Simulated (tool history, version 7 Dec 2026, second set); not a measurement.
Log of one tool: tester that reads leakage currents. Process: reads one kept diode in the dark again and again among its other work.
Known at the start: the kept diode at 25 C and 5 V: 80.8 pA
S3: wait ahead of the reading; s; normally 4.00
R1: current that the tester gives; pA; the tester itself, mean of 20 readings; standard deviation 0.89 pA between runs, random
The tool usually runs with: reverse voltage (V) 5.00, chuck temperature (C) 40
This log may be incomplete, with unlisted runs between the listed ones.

{"run": 1, "day": 0.0, "reverse voltage (V)": 5.0, "chuck temperature (C)": 40, "S3": 4.0, "R1": 271.67}
{"run": 2, "day": 4.208, "reverse voltage (V)": 5.0, "chuck temperature (C)": 22, "S3": 4.0, "R1": 58.02}
{"run": 3, "day": 6.667, "reverse voltage (V)": 5.0, "chuck temperature (C)": 40, "S3": 4.0, "R1": 266.67}
{"run": 4, "day": 10.075, "reverse voltage (V)": 5.0, "chuck temperature (C)": 40, "S3": 4.0, "R1": 262.97}
{"day": 10.821, "done": "chuck's temperature calibrated"}
{"run": 5, "day": 13.258, "reverse voltage (V)": 5.0, "chuck temperature (C)": 40, "S3": 2.01, "R1": 299.96}
{"run": 6, "day": 17.358, "reverse voltage (V)": 5.0, "chuck temperature (C)": 40, "S3": 2.01, "R1": 297.67}
{"run": 7, "day": 20.808, "reverse voltage (V)": 5.0, "chuck temperature (C)": 40, "S3": 2.01, "R1": 293.06}
{"run": 8, "day": 22.871, "reverse voltage (V)": 5.0, "chuck temperature (C)": 40, "S3": 4.0, "R1": 291.18}
{"run": 9, "day": 25.05, "reverse voltage (V)": 12.42, "chuck temperature (C)": 40, "S3": 4.0, "R1": 435.35}
{"run": 10, "day": 27.112, "reverse voltage (V)": 12.42, "chuck temperature (C)": 40, "S3": 4.0, "R1": 431.39}
{"run": 11, "day": 30.321, "reverse voltage (V)": 10.58, "chuck temperature (C)": 40, "S3": 4.0, "R1": 399.55}
{"run": 12, "day": 33.733, "reverse voltage (V)": 10.58, "chuck temperature (C)": 40, "S3": 4.0, "R1": 395.42}
{"run": 13, "day": 37.767, "reverse voltage (V)": 5.0, "chuck temperature (C)": 51, "S3": 4.0, "R1": 666.24}
{"run": 14, "day": 40.862, "reverse voltage (V)": 5.0, "chuck temperature (C)": 51, "S3": 0.37, "R1": 661.06}
{"run": 15, "day": 43.175, "reverse voltage (V)": 5.0, "chuck temperature (C)": 51, "S3": 0.37, "R1": 658.36}
{"run": 16, "day": 47.425, "reverse voltage (V)": 5.0, "chuck temperature (C)": 51, "S3": 0.37, "R1": 648.15}
{"run": 17, "day": 50.846, "reverse voltage (V)": 5.0, "chuck temperature (C)": 51, "S3": 0.37, "R1": 645.14}
{"day": 52.062, "done": "chuck's temperature calibrated"}
{"day": 53.962, "done": "probe card cleaned and baked"}
{"run": 18, "day": 55.229, "reverse voltage (V)": 5.0, "chuck temperature (C)": 51, "S3": 0.37, "R1": 717.52}
{"run": 19, "day": 59.217, "reverse voltage (V)": 5.0, "chuck temperature (C)": 51, "S3": 0.37, "R1": 712.4}
{"run": 20, "day": 61.758, "reverse voltage (V)": 5.0, "chuck temperature (C)": 30, "S3": 4.0, "R1": 126.43}
{"run": 21, "day": 63.633, "reverse voltage (V)": 5.0, "chuck temperature (C)": 40, "S3": 2.46, "R1": 292.86}
{"day": 63.958, "done": "tester calibrated"}
{"run": 22, "day": 66.029, "reverse voltage (V)": 5.0, "chuck temperature (C)": 40, "S3": 2.46, "R1": 293.23}
{"run": 23, "day": 69.729, "reverse voltage (V)": 5.0, "chuck temperature (C)": 40, "S3": 2.46, "R1": 289.16}
{"run": 24, "day": 73.554, "reverse voltage (V)": 5.0, "chuck temperature (C)": 40, "S3": 2.46, "R1": 286.5}
{"run": 25, "day": 76.425, "reverse voltage (V)": 4.89, "chuck temperature (C)": 40, "S3": 4.0, "R1": 282.08}
{"run": 26, "day": 80.712, "reverse voltage (V)": 4.89, "chuck temperature (C)": 40, "S3": 4.0, "R1": 278.92}
{"run": 27, "day": 84.325, "reverse voltage (V)": 8.43, "chuck temperature (C)": 40, "S3": 2.84, "R1": 348.66}
{"run": 28, "day": 88.4, "reverse voltage (V)": 8.43, "chuck temperature (C)": 40, "S3": 2.84, "R1": 344.58}
{"day": 90.971, "done": "tester calibrated, once more"}
{"run": 29, "day": 91.35, "reverse voltage (V)": 8.43, "chuck temperature (C)": 40, "S3": 2.84, "R1": 336.45}
{"day": 93.288, "done": "chuck's temperature calibrated"}
{"run": 30, "day": 94.5, "reverse voltage (V)": 18.07, "chuck temperature (C)": 40, "S3": 4.0, "R1": 523.06}
{"run": 31, "day": 97.312, "reverse voltage (V)": 18.07, "chuck temperature (C)": 40, "S3": 4.0, "R1": 522.52}
{"run": 32, "day": 99.821, "reverse voltage (V)": 5.0, "chuck temperature (C)": 40, "S3": 0.95, "R1": 293.75}
{"run": 33, "day": 102.2, "reverse voltage (V)": 9.88, "chuck temperature (C)": 39, "S3": 2.02, "R1": 363.2}
{"run": 34, "day": 104.125, "reverse voltage (V)": 8.35, "chuck temperature (C)": 38, "S3": 2.02, "R1": 309.87}
{"run": 35, "day": 107.208, "reverse voltage (V)": 1.63, "chuck temperature (C)": 40, "S3": 4.0, "R1": 177.52}
{"run": 36, "day": 110.742, "reverse voltage (V)": 1.63, "chuck temperature (C)": 40, "S3": 4.0, "R1": 175.36}
{"run": 37, "day": 114.283, "reverse voltage (V)": 1.63, "chuck temperature (C)": 35, "S3": 6.79, "R1": 114.91}
{"run": 38, "day": 117.417, "reverse voltage (V)": 1.51, "chuck temperature (C)": 27, "S3": 4.35, "R1": 55.27}
{"run": 39, "day": 119.867, "reverse voltage (V)": 8.59, "chuck temperature (C)": 33, "S3": 1.1, "R1": 200.02}

The same runs without the tool's hidden state, with the same run-to-run variation:
Hidden state present: stray current of the dirty probe card, pA a volt; current scale over the true one, %; true chuck temperature over the reading, C; drift of the gauge itself on leakage_pa, %.
run=1 R1=295.70
run=2 R1=61.74
run=3 R1=296.20
run=4 R1=294.86
run=5 R1=294.59
run=6 R1=295.80
run=7 R1=293.80
run=8 R1=293.61
run=9 R1=436.09
run=10 R1=434.64
run=11 R1=407.26
run=12 R1=406.55
run=13 R1=706.07
run=14 R1=706.08
run=15 R1=707.99
run=16 R1=705.31
run=17 R1=708.75
run=18 R1=703.99
run=19 R1=707.12
run=20 R1=126.21
run=21 R1=294.28
run=22 R1=295.16
run=23 R1=294.21
run=24 R1=294.48
run=25 R1=292.21
run=26 R1=292.31
run=27 R1=367.85
run=28 R1=367.88
run=29 R1=371.39
run=30 R1=509.98
run=31 R1=513.12
run=32 R1=294.59
run=33 R1=363.88
run=34 R1=311.91
run=35 R1=182.94
run=36 R1=182.58
run=37 R1=120.56
run=38 R1=57.96
run=39 R1=206.72
